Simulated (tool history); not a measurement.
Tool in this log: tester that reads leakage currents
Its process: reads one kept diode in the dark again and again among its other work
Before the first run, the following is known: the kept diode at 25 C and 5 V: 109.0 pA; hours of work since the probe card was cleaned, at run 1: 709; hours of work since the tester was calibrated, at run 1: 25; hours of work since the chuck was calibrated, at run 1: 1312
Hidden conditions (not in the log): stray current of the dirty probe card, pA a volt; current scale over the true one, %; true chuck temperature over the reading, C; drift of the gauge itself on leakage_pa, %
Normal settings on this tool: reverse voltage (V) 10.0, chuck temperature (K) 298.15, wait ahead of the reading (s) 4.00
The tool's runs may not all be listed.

run     day  reverse voltage (V)  chuck temperature (K)  wait ahead of the reading (s)  hours of work since the probe card was cleaned  hours of work since the tester was calibrated  hours of work since the chuck was calibrated  current that the tester gives (pA)
  1   0.000                 10.0                 298.15                           4.00                                             709                                             25                                          1312                              156.96
  2   1.542                 10.0                 298.15                           4.00                                             737                                             52                                          1339                              157.59
  3   2.579                 10.0                 298.15                           4.00                                             755                                             71                                          1358                              157.82
  4   4.154                 10.0                 298.15                           4.00                                             783                                             99                                          1386                              157.82
  5   5.200                 10.0                 298.15                           4.00                                             802                                            117                                          1404                              159.94
  6   6.512                 10.0                 298.15                           4.00                                             825                                            140                                          1427                              160.15
  7   8.408                 10.0                 298.15                           4.00                                             858                                            174                                          1461                              160.24
  8  10.358                 10.0                 298.15                           4.00                                             893                                            209                                          1496                              159.93
  9  12.296                 10.0                 298.15                           4.00                                             927                                            243                                          1530                              161.88
 10  13.783                  5.9                 298.15                           4.00                                             954                                            269                                          1556                              135.50
 11  15.196                  5.9                 298.15                           4.00                                             979                                            294                                          1581                              136.69
 12  16.071                  5.9                 298.15                           4.00                                             994                                            310                                          1597                              136.25
 13  18.067                  5.9                 298.15                           4.00                                            1029                                            345                                          1632                              136.55
 14  19.750                 19.5                 320.15                           0.70                                            1059                                            375                                          1662                              861.34
 15  21.188                 19.5                 320.15                           0.70                                            1085                                            400                                          1687                              859.58
 16  23.012                 19.5                 320.15                           0.70                                            1117                                            433                                          1720                              861.48
 17  23.942                  1.3                 298.15                           1.28                                            1133                                            449                                          1736                               84.09
 18  25.321                 10.0                 301.15                           7.63                                            1158                                            474                                          1761                              203.59
 19  26.771                 10.0                 301.15                           7.63                                            1184                                            499                                          1786                              203.87
 20  28.117                 10.0                 297.15                           4.00                                            1207                                            523                                          1810                              156.04
 21  29.875                 10.0                 297.15                           4.00                                            1239                                            554                                          1841                              156.12
 22  30.892                 10.0                 297.15                           4.00                                            1257                                            572                                          1859                              157.02
 23  32.400                  2.2                 319.15                           3.53                                            1283                                            599                                          1886                              404.47
 24  33.396                 17.5                 304.15                           3.53                                            1301                                            617                                          1904                              306.88
 25  34.262                 17.5                 304.15                           3.53                                            1316                                            632                                          1919                              307.43
 26  35.917                  8.0                 331.15                           0.47                                            1346                                            661                                          1948                             1256.07

Predict each of these 4 candidate next runs independently; none follows another, all start after run 26:
  A  36.896                  8.0                 331.15                           1.59                                            1363                                            679                                          1966                                   ?
  B  36.896                  2.6                 331.15                           1.30                                            1363                                            679                                          1966                                   ?
  C  36.896                  2.0                 331.15                           0.51                                            1363                                            679                                          1966                                   ?
  D  36.896                 10.0                 305.15                           1.61                                            1363                                            679                                          1966                                   ?

run  current that the tester gives (pA)
  A                             1250.46
  B                              874.50
  C                              806.28
  D                              274.36
Without the tool's hidden state the same runs would have given:
run  current that the tester gives (pA)
  A                             1080.70
  B                              757.78
  C                              699.01
  D                              226.01
